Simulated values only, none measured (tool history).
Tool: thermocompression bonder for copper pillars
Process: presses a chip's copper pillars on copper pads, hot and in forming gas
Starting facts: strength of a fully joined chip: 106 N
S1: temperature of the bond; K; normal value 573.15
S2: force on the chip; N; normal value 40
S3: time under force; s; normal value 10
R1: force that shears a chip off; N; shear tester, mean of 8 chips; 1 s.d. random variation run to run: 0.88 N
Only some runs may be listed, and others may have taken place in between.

run,hour,S1,S2,S3,R1
1,0,573.15,40,10,73.4
2,49.4,573.15,40,10,72.5
3,98.9,573.15,29,10,54.4
4,134.2,573.15,29,10,54.1
5,195.7,575.15,40,10,73.6
6,259.1,575.15,40,10,72.6
7,342.3,573.15,40,10,72.8
8,420.1,558.15,40,10,61.4
9,497.7,558.15,40,10,62.4
10,575.7,573.15,40,10,72.4
11,629.7,573.15,40,10,72.3
12,712,595.15,40,10,84.5
13,771,595.15,40,10,86.2
14,823.8,595.15,40,10,84.6
15,893.7,595.15,40,10,83.7
16,952.1,573.15,40,10,70.8
17,1039.7,573.15,40,11,72.9
18,1102.1,573.15,40,11,75.4
19,1170.8,573.15,37,10,67.8
20,1237.3,573.15,37,10,67.5
21,1274.3,573.15,37,10,67.7
22,1338.6,590.15,40,10,81.8
23,1411.9,589.15,40,9,76.7
24,1462.6,586.15,55,22,101.6
25,1537.2,561.15,56,9,79.5
26,1583.7,571.15,40,14,76.9
27,1623.4,573.15,40,19,85.7
28,1680.7,573.15,40,19,83.1
29,1734,573.15,40,19,82.9
30,1796.6,573.15,40,19,84.2
31,1880.4,546.15,53,9,68.4
32,1930.4,546.15,53,11,71.2
33,2006.1,546.15,53,11,72.8

Not shown here: 8 entries made in the log between runs. Locate each between two listed runs and compare the hidden state at the listed run before it with the hidden state at the listed run after it:
Runs 5 to 6: forming gas filter changed (hour 231.6)
  force that reaches the chip, % of what is set: 100 -> 100.1; oxide that the forming gas leaves, % of the face: 1.03 -> 0.57
  difference, measured minus the result without the unlogged condition, R1: -0.6 -> -0.3 N
Runs 8 to 9: forming gas filter changed (hour 493)
  oxide that the forming gas leaves, % of the face: 0.95 -> 0.52
  difference, measured minus the result without the unlogged condition, R1: -0.5 -> -0.3 N
Runs 12 to 13: forming gas filter changed (hour 755.5)
  true temperature of the bond over the reading, C: -0.6 -> -0.7; oxide that the forming gas leaves, % of the face: 0.99 -> 0.55
  difference, measured minus the result without the unlogged condition, R1: -0.7 -> -0.3 N
Runs 16 to 17: forming gas filter changed (hour 1022.2)
  true temperature of the bond over the reading, C: -0.7 -> -0.8; oxide that the forming gas leaves, % of the face: 0.96 -> 0.55
  difference, measured minus the result without the unlogged condition, R1: -0.7 -> -0.4 N
Runs 21 to 22: forming gas filter changed (hour 1283)
  oxide that the forming gas leaves, % of the face: 1.1 -> 0.65
  difference, measured minus the result without the unlogged condition, R1: -0.8 -> -0.5 N
Runs 25 to 26: forming gas filter changed (hour 1545.5); heater calibrated with a thermocouple chip (hour 1559.4)
  true temperature of the bond over the reading, C: -1 -> 0; oxide that the forming gas leaves, % of the face: 1.1 -> 0.57
  difference, measured minus the result without the unlogged condition, R1: -1 -> +0.1 N
Runs 30 to 31: forming gas filter changed (hour 1808.5)
  oxide that the forming gas leaves, % of the face: 1.06 -> 0.68
  difference, measured minus the result without the unlogged condition, R1: -0.4 -> +0 N
